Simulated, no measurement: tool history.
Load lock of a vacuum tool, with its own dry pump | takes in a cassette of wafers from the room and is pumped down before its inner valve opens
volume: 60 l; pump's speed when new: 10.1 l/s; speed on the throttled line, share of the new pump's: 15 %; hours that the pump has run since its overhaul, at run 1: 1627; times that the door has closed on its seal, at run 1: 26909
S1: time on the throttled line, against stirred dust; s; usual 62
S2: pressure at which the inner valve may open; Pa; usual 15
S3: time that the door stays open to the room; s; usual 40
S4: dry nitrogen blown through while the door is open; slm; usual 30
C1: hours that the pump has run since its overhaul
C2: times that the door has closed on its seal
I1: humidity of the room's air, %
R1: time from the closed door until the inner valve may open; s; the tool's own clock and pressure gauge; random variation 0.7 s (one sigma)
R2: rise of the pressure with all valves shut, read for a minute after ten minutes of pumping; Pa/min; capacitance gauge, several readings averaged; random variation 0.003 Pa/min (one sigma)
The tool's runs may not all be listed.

run	hour	S1	S2	S3	S4	C1	C2	I1	R1	R2
1	0.0	62	15	40	30	1627	26909	45.9	106.7	0.475
2	118.2	62	15	40	30	1745	27238	48.3	106.0	0.502
3	353.5	62	15	57	30	1980	27894	45.8	108.5	0.519
4	497.5	62	15	57	30	2124	28295	45.3	106.6	0.526
5	680.6	62	15	57	30	2307	28805	43.1	106.4	0.538
6	913.6	62	15	57	30	2540	29453	44.7	107.7	0.570
7	1189.5	62	15	57	30	2816	30222	45.3	105.6	0.575
8	1354.0	112	15	40	30	2981	30680	42.0	149.2	0.584
9	1640.3	62	15	40	30	3267	31477	43.5	107.5	0.609
10	1833.7	62	15	40	30	3460	32016	43.8	106.7	0.618
11	2060.0	62	15	40	30	3687	32646	48.0	106.1	0.637
12	2284.0	62	15	40	30	3911	33270	47.8	107.3	0.673
13	2494.4	62	15	40	30	4121	33856	45.8	106.8	0.679
14	2625.4	62	11	40	30	4252	34221	44.4	110.0	0.693
15	2873.7	62	11	40	30	4500	34912	42.9	110.3	0.723
16	3007.9	62	11	40	30	4634	35286	42.3	109.3	0.716
17	3237.9	62	11	40	30	4864	35927	45.7	109.3	0.744
18	3482.3	62	11	35	26	5109	36607	44.7	109.5	0.768
# hour 3683.8: door's seal changed, seat wiped
19	3683.8	62	11	35	26	5309	0	43.8	110.6	0.037
20	3921.6	62	11	35	18	5547	662	44.6	110.8	0.043
21	4066.0	62	11	35	18	5691	1064	46.3	109.9	0.052
22	4232.4	108	13	67	30	5857	1527	46.9	146.8	0.054

Forecast each of these 4 alternatives for the next run:
A	4475.0	49	15	40	30	6100	2203	45.4	?	?
B	4475.0	93	13	67	30	6100	2203	44.7	?	?
C	4475.0	113	15	67	30	6100	2203	42.0	?	?
D	4475.0	108	13	67	8	6100	2203	45.4	?	?

run	R1	R2
A	96.6	0.051
B	136.1	0.055
C	151.2	0.055
D	147.5	0.077
Without the tool's hidden state the same runs would have given:
run	R1	R2
A	94.0	0.035
B	133.6	0.039
C	149.1	0.039
D	145.3	0.061
